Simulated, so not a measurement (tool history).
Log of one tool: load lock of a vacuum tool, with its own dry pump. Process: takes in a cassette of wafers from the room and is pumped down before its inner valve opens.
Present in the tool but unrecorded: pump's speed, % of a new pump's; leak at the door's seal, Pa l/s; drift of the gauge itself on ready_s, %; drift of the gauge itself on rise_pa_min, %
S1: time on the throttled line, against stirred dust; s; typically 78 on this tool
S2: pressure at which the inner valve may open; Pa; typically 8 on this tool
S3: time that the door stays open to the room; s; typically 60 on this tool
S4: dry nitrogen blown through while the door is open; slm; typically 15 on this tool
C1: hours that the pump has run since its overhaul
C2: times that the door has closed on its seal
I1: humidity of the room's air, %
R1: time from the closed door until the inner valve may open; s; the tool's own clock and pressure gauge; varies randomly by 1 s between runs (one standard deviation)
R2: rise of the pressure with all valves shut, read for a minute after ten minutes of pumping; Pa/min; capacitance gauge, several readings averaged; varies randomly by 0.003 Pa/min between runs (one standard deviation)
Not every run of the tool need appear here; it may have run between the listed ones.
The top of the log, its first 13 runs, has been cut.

{"run": 14, "day": 88.512, "S1": 78, "S2": 10, "S3": 60, "S4": 15, "C1": 14679, "C2": 11485, "I1": 45.1, "R1": 178.1, "R2": 0.068}
{"run": 15, "day": 98.171, "S1": 78, "S2": 8, "S3": 60, "S4": 15, "C1": 14911, "C2": 11771, "I1": 46.6, "R1": 181.9, "R2": 0.071}
{"run": 16, "day": 105.8, "S1": 78, "S2": 8, "S3": 60, "S4": 15, "C1": 15094, "C2": 11997, "I1": 48.3, "R1": 183.7, "R2": 0.08}
{"run": 17, "day": 114.6, "S1": 78, "S2": 8, "S3": 60, "S4": 15, "C1": 15306, "C2": 12257, "I1": 44.7, "R1": 184.1, "R2": 0.072}
{"run": 18, "day": 122.671, "S1": 78, "S2": 8, "S3": 155, "S4": 15, "C1": 15499, "C2": 12496, "I1": 45.4, "R1": 185.9, "R2": 0.128}
{"run": 19, "day": 131.721, "S1": 82, "S2": 8, "S3": 60, "S4": 15, "C1": 15716, "C2": 12764, "I1": 47.0, "R1": 188.0, "R2": 0.074}
{"run": 20, "day": 138.629, "S1": 52, "S2": 8, "S3": 60, "S4": 37, "C1": 15882, "C2": 12969, "I1": 46.3, "R1": 167.3, "R2": 0.066}
{"run": 21, "day": 146.142, "S1": 52, "S2": 8, "S3": 60, "S4": 8, "C1": 16063, "C2": 13191, "I1": 46.3, "R1": 166.9, "R2": 0.091}
{"run": 22, "day": 150.762, "S1": 52, "S2": 8, "S3": 60, "S4": 8, "C1": 16173, "C2": 13328, "I1": 42.5, "R1": 168.4, "R2": 0.084}
{"run": 23, "day": 160.454, "S1": 52, "S2": 8, "S3": 60, "S4": 8, "C1": 16406, "C2": 13615, "I1": 44.1, "R1": 169.7, "R2": 0.092}
{"run": 24, "day": 166.583, "S1": 52, "S2": 8, "S3": 60, "S4": 8, "C1": 16553, "C2": 13796, "I1": 48.1, "R1": 166.6, "R2": 0.099}
{"run": 25, "day": 172.35, "S1": 78, "S2": 8, "S3": 191, "S4": 9, "C1": 16692, "C2": 13967, "I1": 45.9, "R1": 184.7, "R2": 0.16}
{"run": 26, "day": 177.142, "S1": 78, "S2": 13, "S3": 60, "S4": 42, "C1": 16807, "C2": 14109, "I1": 47.3, "R1": 177.2, "R2": 0.061}
{"run": 27, "day": 182.429, "S1": 67, "S2": 13, "S3": 38, "S4": 33, "C1": 16933, "C2": 14265, "I1": 46.9, "R1": 169.3, "R2": 0.058}
{"run": 28, "day": 186.854, "S1": 40, "S2": 8, "S3": 102, "S4": 15, "C1": 17040, "C2": 14396, "I1": 47.0, "R1": 163.3, "R2": 0.111}
{"run": 29, "day": 195.929, "S1": 40, "S2": 8, "S3": 102, "S4": 15, "C1": 17257, "C2": 14665, "I1": 44.9, "R1": 162.0, "R2": 0.103}
{"run": 30, "day": 200.188, "S1": 40, "S2": 8, "S3": 102, "S4": 15, "C1": 17360, "C2": 14791, "I1": 47.5, "R1": 163.3, "R2": 0.113}
{"run": 31, "day": 209.808, "S1": 40, "S2": 8, "S3": 102, "S4": 15, "C1": 17591, "C2": 15076, "I1": 44.7, "R1": 162.3, "R2": 0.106}
{"run": 32, "day": 216.808, "S1": 78, "S2": 8, "S3": 56, "S4": 15, "C1": 17759, "C2": 15283, "I1": 42.4, "R1": 186.0, "R2": 0.079}
{"run": 33, "day": 223.212, "S1": 46, "S2": 8, "S3": 60, "S4": 15, "C1": 17912, "C2": 15473, "I1": 42.7, "R1": 167.5, "R2": 0.084}
{"run": 34, "day": 227.979, "S1": 74, "S2": 8, "S3": 85, "S4": 15, "C1": 18027, "C2": 15614, "I1": 44.7, "R1": 182.7, "R2": 0.107}
{"run": 35, "day": 237.95, "S1": 74, "S2": 8, "S3": 85, "S4": 15, "C1": 18266, "C2": 15909, "I1": 46.6, "R1": 184.6, "R2": 0.1}
{"run": 36, "day": 247.071, "S1": 42, "S2": 8, "S3": 28, "S4": 15, "C1": 18485, "C2": 16180, "I1": 45.6, "R1": 165.4, "R2": 0.072}
{"run": 37, "day": 252.154, "S1": 42, "S2": 8, "S3": 28, "S4": 15, "C1": 18607, "C2": 16330, "I1": 45.0, "R1": 166.4, "R2": 0.072}

Alternative continuations, all from the tool just after run 37; predict every row:
{"run": "A", "day": 261.646, "S1": 99, "S2": 8, "S3": 28, "S4": 34, "C1": 18835, "C2": 16611, "I1": 43.5, "R1": "?", "R2": "?"}
{"run": "B", "day": 261.646, "S1": 42, "S2": 9, "S3": 28, "S4": 19, "C1": 18835, "C2": 16611, "I1": 44.3, "R1": "?", "R2": "?"}
{"run": "C", "day": 261.646, "S1": 78, "S2": 13, "S3": 60, "S4": 37, "C1": 18835, "C2": 16611, "I1": 45.0, "R1": "?", "R2": "?"}

run=A R1=201.2 R2=0.061
run=B R1=163.3 R2=0.069
run=C R1=180.1 R2=0.075
Had the tool no hidden state, the same runs would have come out as:
run=A R1=178.1 R2=0.019
run=B R1=136.0 R2=0.026
run=C R1=157.0 R2=0.033
